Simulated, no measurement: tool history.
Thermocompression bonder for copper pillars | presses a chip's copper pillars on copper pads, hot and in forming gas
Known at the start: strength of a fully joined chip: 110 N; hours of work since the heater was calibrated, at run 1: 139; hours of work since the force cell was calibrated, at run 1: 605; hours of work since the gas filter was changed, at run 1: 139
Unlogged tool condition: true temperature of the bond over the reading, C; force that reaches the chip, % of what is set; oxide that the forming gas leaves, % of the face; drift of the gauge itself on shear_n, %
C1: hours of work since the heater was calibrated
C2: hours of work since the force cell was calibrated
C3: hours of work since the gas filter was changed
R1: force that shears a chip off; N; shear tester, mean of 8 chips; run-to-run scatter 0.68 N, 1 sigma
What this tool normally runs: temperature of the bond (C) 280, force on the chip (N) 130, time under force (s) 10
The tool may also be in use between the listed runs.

{"run": 1, "hour": 0.0, "temperature of the bond (C)": 280, "force on the chip (N)": 130, "time under force (s)": 10, "C1": 139, "C2": 605, "C3": 139, "R1": 41.2}
{"run": 2, "hour": 19.6, "temperature of the bond (C)": 280, "force on the chip (N)": 130, "time under force (s)": 10, "C1": 155, "C2": 621, "C3": 155, "R1": 41.7}
{"run": 3, "hour": 41.2, "temperature of the bond (C)": 280, "force on the chip (N)": 130, "time under force (s)": 10, "C1": 172, "C2": 638, "C3": 172, "R1": 40.1}
{"run": 4, "hour": 84.7, "temperature of the bond (C)": 294, "force on the chip (N)": 130, "time under force (s)": 10, "C1": 207, "C2": 673, "C3": 207, "R1": 46.9}
{"run": 5, "hour": 111.0, "temperature of the bond (C)": 294, "force on the chip (N)": 130, "time under force (s)": 10, "C1": 228, "C2": 694, "C3": 228, "R1": 46.4}
{"hour": 133.6, "done": "forming gas filter changed"}
{"run": 6, "hour": 141.1, "temperature of the bond (C)": 280, "force on the chip (N)": 130, "time under force (s)": 11, "C1": 252, "C2": 718, "C3": 6, "R1": 44.1}
{"run": 7, "hour": 174.4, "temperature of the bond (C)": 280, "force on the chip (N)": 181, "time under force (s)": 10, "C1": 278, "C2": 744, "C3": 33, "R1": 57.1}
{"run": 8, "hour": 197.7, "temperature of the bond (C)": 280, "force on the chip (N)": 181, "time under force (s)": 10, "C1": 297, "C2": 763, "C3": 51, "R1": 55.7}
{"run": 9, "hour": 232.0, "temperature of the bond (C)": 309, "force on the chip (N)": 181, "time under force (s)": 10, "C1": 324, "C2": 790, "C3": 78, "R1": 77.6}
{"run": 10, "hour": 271.9, "temperature of the bond (C)": 280, "force on the chip (N)": 79, "time under force (s)": 10, "C1": 356, "C2": 822, "C3": 110, "R1": 22}
{"run": 11, "hour": 291.3, "temperature of the bond (C)": 280, "force on the chip (N)": 79, "time under force (s)": 10, "C1": 371, "C2": 837, "C3": 126, "R1": 21.8}
{"run": 12, "hour": 329.1, "temperature of the bond (C)": 280, "force on the chip (N)": 130, "time under force (s)": 10, "C1": 402, "C2": 867, "C3": 156, "R1": 37.9}
{"run": 13, "hour": 350.6, "temperature of the bond (C)": 273, "force on the chip (N)": 130, "time under force (s)": 10, "C1": 419, "C2": 885, "C3": 173, "R1": 33}
{"hour": 354.8, "done": "force cell calibrated"}
{"run": 14, "hour": 392.1, "temperature of the bond (C)": 280, "force on the chip (N)": 130, "time under force (s)": 10, "C1": 451, "C2": 30, "C3": 205, "R1": 39.6}
{"run": 15, "hour": 419.3, "temperature of the bond (C)": 280, "force on the chip (N)": 130, "time under force (s)": 10, "C1": 472, "C2": 51, "C3": 227, "R1": 39.6}
{"hour": 446.6, "done": "forming gas filter changed"}
{"run": 16, "hour": 447.4, "temperature of the bond (C)": 277, "force on the chip (N)": 130, "time under force (s)": 10, "C1": 494, "C2": 73, "C3": 1, "R1": 41.5}
{"run": 17, "hour": 487.1, "temperature of the bond (C)": 277, "force on the chip (N)": 130, "time under force (s)": 10, "C1": 526, "C2": 105, "C3": 32, "R1": 40}
{"run": 18, "hour": 509.7, "temperature of the bond (C)": 277, "force on the chip (N)": 130, "time under force (s)": 10, "C1": 544, "C2": 123, "C3": 50, "R1": 39.5}
{"run": 19, "hour": 539.6, "temperature of the bond (C)": 280, "force on the chip (N)": 130, "time under force (s)": 20, "C1": 568, "C2": 147, "C3": 74, "R1": 53}
{"run": 20, "hour": 563.2, "temperature of the bond (C)": 280, "force on the chip (N)": 130, "time under force (s)": 19, "C1": 587, "C2": 166, "C3": 93, "R1": 51.2}
{"run": 21, "hour": 593.5, "temperature of the bond (C)": 280, "force on the chip (N)": 130, "time under force (s)": 19, "C1": 611, "C2": 190, "C3": 117, "R1": 51}
{"run": 22, "hour": 623.5, "temperature of the bond (C)": 300, "force on the chip (N)": 118, "time under force (s)": 19, "C1": 635, "C2": 214, "C3": 141, "R1": 58.5}
{"run": 23, "hour": 665.1, "temperature of the bond (C)": 300, "force on the chip (N)": 118, "time under force (s)": 19, "C1": 668, "C2": 247, "C3": 174, "R1": 57.4}
{"run": 24, "hour": 704.3, "temperature of the bond (C)": 300, "force on the chip (N)": 191, "time under force (s)": 19, "C1": 699, "C2": 278, "C3": 206, "R1": 78.4}
{"run": 25, "hour": 727.8, "temperature of the bond (C)": 260, "force on the chip (N)": 191, "time under force (s)": 19, "C1": 718, "C2": 297, "C3": 224, "R1": 49}
{"run": 26, "hour": 749.3, "temperature of the bond (C)": 256, "force on the chip (N)": 79, "time under force (s)": 8, "C1": 735, "C2": 314, "C3": 241, "R1": 11.6}
{"hour": 756.2, "done": "forming gas filter changed"}
{"run": 27, "hour": 768.9, "temperature of the bond (C)": 267, "force on the chip (N)": 132, "time under force (s)": 9, "C1": 750, "C2": 329, "C3": 10, "R1": 30.2}
{"run": 28, "hour": 790.4, "temperature of the bond (C)": 309, "force on the chip (N)": 130, "time under force (s)": 10, "C1": 767, "C2": 347, "C3": 27, "R1": 60.6}
{"run": 29, "hour": 831.0, "temperature of the bond (C)": 278, "force on the chip (N)": 101, "time under force (s)": 8, "C1": 800, "C2": 379, "C3": 60, "R1": 25.8}
{"run": 30, "hour": 850.0, "temperature of the bond (C)": 308, "force on the chip (N)": 128, "time under force (s)": 30, "C1": 815, "C2": 394, "C3": 75, "R1": 79.4}
{"run": 31, "hour": 873.7, "temperature of the bond (C)": 302, "force on the chip (N)": 170, "time under force (s)": 29, "C1": 834, "C2": 413, "C3": 94, "R1": 85.8}
{"run": 32, "hour": 894.4, "temperature of the bond (C)": 291, "force on the chip (N)": 179, "time under force (s)": 6, "C1": 850, "C2": 430, "C3": 110, "R1": 52.7}
{"run": 33, "hour": 920.7, "temperature of the bond (C)": 257, "force on the chip (N)": 92, "time under force (s)": 6, "C1": 871, "C2": 451, "C3": 131, "R1": 12.4}
{"run": 34, "hour": 942.8, "temperature of the bond (C)": 257, "force on the chip (N)": 92, "time under force (s)": 6, "C1": 889, "C2": 468, "C3": 149, "R1": 11.8}
{"run": 35, "hour": 960.5, "temperature of the bond (C)": 257, "force on the chip (N)": 92, "time under force (s)": 6, "C1": 903, "C2": 482, "C3": 163, "R1": 12.6}
{"run": 36, "hour": 988.5, "temperature of the bond (C)": 279, "force on the chip (N)": 92, "time under force (s)": 5, "C1": 925, "C2": 505, "C3": 185, "R1": 17.7}
{"run": 37, "hour": 1008.7, "temperature of the bond (C)": 302, "force on the chip (N)": 119, "time under force (s)": 11, "C1": 942, "C2": 521, "C3": 201, "R1": 46.5}
{"run": 38, "hour": 1043.1, "temperature of the bond (C)": 302, "force on the chip (N)": 119, "time under force (s)": 11, "C1": 969, "C2": 548, "C3": 229, "R1": 46.1}
{"hour": 1065.1, "done": "forming gas filter changed"}
{"run": 39, "hour": 1080.0, "temperature of the bond (C)": 281, "force on the chip (N)": 119, "time under force (s)": 24, "C1": 998, "C2": 577, "C3": 12, "R1": 49.9}

Take each entry between the runs: how does the hidden state at the last listed run before it differ from the hidden state at the first listed run after it?
After run 5, before run 6: forming gas filter changed (hour 133.6)
  true temperature of the bond over the reading, C: -2.5 -> -2.7; force that reaches the chip, % of what is set: 93.2 -> 93; oxide that the forming gas leaves, % of the face: 9.84 -> 0.78
  difference, measured minus the result without the unlogged condition, R1: -10.4 -> -5.6 N
After run 13, before run 14: force cell calibrated (hour 354.8)
  true temperature of the bond over the reading, C: -4.3 -> -4.6; force that reaches the chip, % of what is set: 91.6 -> 99.7; oxide that the forming gas leaves, % of the face: 7.73 -> 9.07
  difference, measured minus the result without the unlogged condition, R1: -9.3 -> -7.3 N
After run 15, before run 16: forming gas filter changed (hour 446.6)
  true temperature of the bond over the reading, C: -4.8 -> -5; force that reaches the chip, % of what is set: 99.5 -> 99.3; oxide that the forming gas leaves, % of the face: 9.85 -> 0.58
  difference, measured minus the result without the unlogged condition, R1: -7.6 -> -3.9 N
After run 26, before run 27: forming gas filter changed (hour 756.2)
  true temperature of the bond over the reading, C: -7.3 -> -7.5; force that reaches the chip, % of what is set: 97.2 -> 97.1; oxide that the forming gas leaves, % of the face: 10.32 -> 0.96
  difference, measured minus the result without the unlogged condition, R1: -3.9 -> -6 N
After run 38, before run 39: forming gas filter changed (hour 1065.1)
  true temperature of the bond over the reading, C: -9.6 -> -9.8; force that reaches the chip, % of what is set: 95.2 -> 94.9; oxide that the forming gas leaves, % of the face: 10.15 -> 1.1
  difference, measured minus the result without the unlogged condition, R1: -15 -> -11.2 N
